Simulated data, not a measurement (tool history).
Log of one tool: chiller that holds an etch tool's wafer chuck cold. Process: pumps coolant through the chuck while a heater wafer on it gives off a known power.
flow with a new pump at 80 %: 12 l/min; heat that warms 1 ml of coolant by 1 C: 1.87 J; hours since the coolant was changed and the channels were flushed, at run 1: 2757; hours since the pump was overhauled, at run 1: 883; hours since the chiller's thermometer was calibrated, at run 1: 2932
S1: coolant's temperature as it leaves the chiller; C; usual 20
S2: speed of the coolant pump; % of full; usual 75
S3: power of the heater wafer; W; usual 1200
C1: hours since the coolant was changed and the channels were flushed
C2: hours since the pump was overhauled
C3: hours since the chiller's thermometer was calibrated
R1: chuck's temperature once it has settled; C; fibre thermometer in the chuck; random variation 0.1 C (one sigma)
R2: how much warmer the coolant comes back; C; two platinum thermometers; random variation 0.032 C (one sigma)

| run | hour | S1 | S2 | S3 | C1 | C2 | C3 | R1 | R2 |
|---|---|---|---|---|---|---|---|---|---|
| 1 | 0.0 | 20 | 75 | 1200 | 2757 | 883 | 2932 | 28.2 | 3.46 |
| 2 | 27.0 | 20 | 75 | 1200 | 2784 | 910 | 2959 | 27.9 | 3.41 |
| 3 | 46.0 | 20 | 75 | 1200 | 2803 | 929 | 2978 | 28.1 | 3.40 |
| 4 | 81.1 | 20 | 75 | 1200 | 2838 | 964 | 3013 | 28.2 | 3.41 |
| 5 | 106.8 | 20 | 75 | 1200 | 2863 | 989 | 3039 | 28.1 | 3.46 |
| 6 | 146.0 | 13 | 75 | 1200 | 2903 | 1028 | 3078 | 21.0 | 3.41 |
| 7 | 189.3 | 20 | 75 | 1200 | 2946 | 1072 | 3122 | 28.2 | 3.35 |
| 8 | 224.2 | 20 | 75 | 1200 | 2981 | 1107 | 3156 | 28.1 | 3.39 |
| 9 | 261.3 | 14 | 68 | 1200 | 3018 | 1144 | 3194 | 22.6 | 3.74 |
| 10 | 304.6 | 20 | 75 | 1038 | 3061 | 1187 | 3237 | 26.8 | 2.87 |
| 11 | 336.9 | 14 | 63 | 666 | 3093 | 1219 | 3269 | 19.1 | 2.20 |
| 12 | 373.5 | 25 | 75 | 783 | 3130 | 1256 | 3306 | 30.4 | 2.16 |
| 13 | 393.4 | 25 | 75 | 783 | 3150 | 1276 | 3326 | 30.4 | 2.13 |
| 14 | 421.1 | 26 | 75 | 607 | 3178 | 1304 | 3353 | 30.1 | 1.60 |
| 15 | 440.7 | 20 | 69 | 1200 | 3197 | 1323 | 3373 | 28.5 | 3.63 |
| 16 | 463.2 | 20 | 69 | 1200 | 3220 | 1346 | 3395 | 28.5 | 3.57 |

Forecast each of these 4 alternatives for the next run:
| A | 490.5 | 20 | 60 | 1200 | 3247 | 1373 | 3423 | ? | ? |
| B | 490.5 | 18 | 60 | 818 | 3247 | 1373 | 3423 | ? | ? |
| C | 490.5 | 20 | 92 | 1207 | 3247 | 1373 | 3423 | ? | ? |
| D | 490.5 | 20 | 69 | 1361 | 3247 | 1373 | 3423 | ? | ? |

| run | R1 | R2 |
|---|---|---|
| A | 29.5 | 4.21 |
| B | 24.3 | 2.86 |
| C | 26.9 | 2.65 |
| D | 29.7 | 4.05 |
Without the tool's hidden state the same runs would have given:
| run | R1 | R2 |
|---|---|---|
| A | 29.5 | 4.34 |
| B | 24.3 | 2.99 |
| C | 26.9 | 2.78 |
| D | 29.7 | 4.18 |

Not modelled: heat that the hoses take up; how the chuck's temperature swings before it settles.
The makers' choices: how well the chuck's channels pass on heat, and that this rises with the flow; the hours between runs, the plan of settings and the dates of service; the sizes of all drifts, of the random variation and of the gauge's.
